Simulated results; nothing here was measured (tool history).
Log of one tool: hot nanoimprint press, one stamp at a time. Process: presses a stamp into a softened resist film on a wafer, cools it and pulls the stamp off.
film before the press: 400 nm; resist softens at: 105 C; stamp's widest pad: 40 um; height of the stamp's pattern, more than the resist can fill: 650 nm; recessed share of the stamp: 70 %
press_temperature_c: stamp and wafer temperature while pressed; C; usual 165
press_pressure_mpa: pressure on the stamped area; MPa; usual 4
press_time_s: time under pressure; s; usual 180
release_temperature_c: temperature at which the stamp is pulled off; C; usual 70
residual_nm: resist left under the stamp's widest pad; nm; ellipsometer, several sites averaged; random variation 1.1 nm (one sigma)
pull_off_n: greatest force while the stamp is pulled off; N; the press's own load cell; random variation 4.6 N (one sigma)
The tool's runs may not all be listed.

run	hour	press_temperature_c	press_pressure_mpa	press_time_s	release_temperature_c	residual_nm	pull_off_n
1	0	165	4	180	70	170.7	235
2	7.3	174	4	180	70	102	220
3	12.9	165	4	180	59	169.6	291
4	23.7	165	4	180	66	169	248
5	30.5	165	4	180	70	171	231
6	39.7	165	4	180	70	169.9	231
7	51.7	165	4	180	70	168.7	230
8	60.7	165	4	180	70	170.6	224
9	69.2	165	4	180	70	169.2	221
10	77.5	165	4	180	70	170.7	229
11	83.8	165	4	180	70	170	229
12	92.3	165	4	180	70	169.7	221
13	102.7	165	4	180	70	169.4	228
14	110.6	165	4	180	70	169.2	223
15	119.4	165	4	180	70	169	230
16	128.3	176	4	180	65	91.7	247
17	139.9	176	4	180	65	92.3	256
18	149.5	165	4	98	77	210.9	188
19	158.6	159	2.53	147	63	289.9	277
20	169	163	4.52	179	55	181.6	320
21	176.3	163	4.52	179	55	183.1	326
22	188.1	163	4.52	179	55	178.6	329
23	198.8	165	4	200	63	163	270
24	208.6	165	4	200	63	164.1	269
25	214.7	167	2.52	180	65	189	264
26	223.1	165	3.12	196	71	186.1	221
27	231.1	165	4	243	68	152.7	236
28	237.6	165	4	243	68	152.2	243
29	242.6	165	4	243	68	152.8	246

Forecast each of these 5 alternatives for the next run:
A	248.4	165	5.58	105	68	?	?
B	248.4	165	3.59	245	73	?	?
C	248.4	169	4	180	70	?	?
D	248.4	170	4	253	76	?	?
E	248.4	165	4.49	132	77	?	?

run	residual_nm	pull_off_n
A	177.4	245
B	159.7	209
C	133.1	228
D	111.4	194
E	180.9	185
Without the tool's hidden state the same runs would have given:
run	residual_nm	pull_off_n
A	177.1	243
B	159.5	208
C	132.9	226
D	111.2	192
E	180.6	183
